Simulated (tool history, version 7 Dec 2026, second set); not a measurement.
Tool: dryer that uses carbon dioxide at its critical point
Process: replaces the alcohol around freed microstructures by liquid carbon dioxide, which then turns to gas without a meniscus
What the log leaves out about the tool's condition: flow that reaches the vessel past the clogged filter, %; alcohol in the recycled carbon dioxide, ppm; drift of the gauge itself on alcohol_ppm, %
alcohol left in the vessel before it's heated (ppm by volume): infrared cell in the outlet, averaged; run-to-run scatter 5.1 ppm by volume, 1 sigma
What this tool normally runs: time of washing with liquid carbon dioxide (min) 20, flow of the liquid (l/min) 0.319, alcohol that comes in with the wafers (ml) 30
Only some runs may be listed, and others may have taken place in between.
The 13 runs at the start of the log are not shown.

run   hour  time of washing with liquid carbon dioxide (min)  flow of the liquid (l/min)  alcohol that comes in with the wafers (ml)  hours of work since the filter was changed  hours of work since the purifier's bed was changed  alcohol left in the vessel before it's heated (ppm by volume)
 14  151.3                                                20                       0.319                                          30                                          20                                                 429                                                            180
 15  162.7                                                20                       0.319                                          30                                          28                                                 438                                                            177
 16  169.3                                                20                       0.319                                          30                                          33                                                 443                                                            169
 17  183.6                                                20                       0.375                                          30                                          44                                                 454                                                            127
 18  197.2                                                20                       0.319                                          30                                          55                                                 464                                                            195
 19  212.2                                                31                       0.319                                          30                                          66                                                 476                                                            105
 20  220.0                                                31                       0.319                                          30                                          72                                                 482                                                            114
 21  226.9                                                26                       0.319                                          30                                          78                                                 487                                                            119
 22  239.0                                                20                       0.319                                          48                                          87                                                 496                                                            250
 23  253.8                                                20                       0.319                                          53                                          98                                                 508                                                            263
 24  264.3                                                20                       0.319                                          53                                         106                                                 516                                                            280
 25  272.7                                                16                       0.256                                          30                                         113                                                 522                                                            837
 26  281.2                                                30                       0.482                                          58                                         119                                                 529                                                            109
 27  293.3                                                30                       0.287                                          58                                         129                                                 538                                                            155
 28  301.4                                                30                       0.287                                          99                                         135                                                 544                                                            167

Predict the results of run 29:
 29  312.5                                                14                       0.212                                         115                                         143                                                 553                                                              ?

Run 29 produced alcohol left in the vessel before it's heated (ppm by volume) 7703.
With no hidden state in the tool, this same run would have given alcohol left in the vessel before it's heated (ppm by volume) 6500.

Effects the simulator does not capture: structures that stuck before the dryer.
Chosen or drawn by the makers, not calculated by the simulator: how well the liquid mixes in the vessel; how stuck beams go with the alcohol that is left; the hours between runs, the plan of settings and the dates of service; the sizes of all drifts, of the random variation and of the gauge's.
